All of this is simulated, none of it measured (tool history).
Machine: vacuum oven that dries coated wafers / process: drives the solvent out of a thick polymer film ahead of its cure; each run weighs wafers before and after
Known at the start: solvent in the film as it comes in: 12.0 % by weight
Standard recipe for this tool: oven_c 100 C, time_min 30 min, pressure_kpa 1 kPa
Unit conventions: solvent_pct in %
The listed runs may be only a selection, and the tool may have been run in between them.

run,hour,oven_c,time_min,pressure_kpa,solvent_pct
1,0,100,30,1,1.9
2,41,100,30,1,1.92
3,84.8,100,30,1,1.86
4,161.5,100,30,3.3,2.28
5,216.6,115,30,1,0.27
6,291.9,100,28,1,2.01
7,347,100,28,1,1.99
8,407.3,100,30,1,1.87
9,486.4,100,30,0.8,1.77
10,528.9,100,29,0.8,1.91
# hour 594.6: vacuum gauge cleaned of residue and calibrated
11,608.8,100,15,1,4.1
12,646.4,100,15,1,4.01
13,694,100,30,1,1.7
14,761.6,100,30,1,1.65
15,829.1,100,17,1,3.58
16,899.9,100,17,1,3.48
17,967.5,100,17,1,3.44
18,1029.4,100,30,3.89,2.11
19,1106.1,100,30,3.89,2.24
# hour 1112.7: oven's thermocouples calibrated
20,1177.3,100,30,3.89,2.06
21,1255.4,100,30,3.89,2.02
# hour 1307.6: oven's thermocouples calibrated, once more
22,1315.4,100,30,3.89,2.73
23,1391.9,87,53,0.85,2.86
24,1433.3,87,53,0.85,2.87
25,1472.6,90,50,1.21,2.39
26,1543.9,99,24,2.65,3.31
27,1609,99,24,2.65,3.3
28,1674.5,106,27,1,1.26
29,1754.3,106,27,1.89,1.5
30,1789.6,115,27,1.89,0.46
31,1870.4,102,19,0.81,2.98
32,1920.9,102,19,0.81,3.18
33,1970.6,100,25,2.01,2.71
34,2039.1,100,25,2.01,2.7
35,2119.2,104,31,1.01,1.22
36,2199,104,31,1.01,1.21
37,2234.4,101,18,3.15,3.75
38,2316.4,108,35,1,0.54
39,2394.9,108,35,1,0.55
40,2443,110,32,1,0.56
41,2524.7,110,32,1,0.51
42,2606.1,110,34,0.95,0.5
43,2671.8,115,31,1.2,0.28

What if the next run were any one of these 4? Each begins from the tool's condition after run 43:
A,2753.7,115,15,1.7,?
B,2753.7,103,53,0.6,?
C,2753.7,101,31,1.2,?
D,2753.7,115,18,1.2,?

run,solvent_pct
A,1.47
B,0.37
C,1.65
D,1.03
The same runs, with their run-to-run variation unchanged, on a tool lacking any hidden condition would have given:
run,solvent_pct
A,1.66
B,0.43
C,1.86
D,1.18
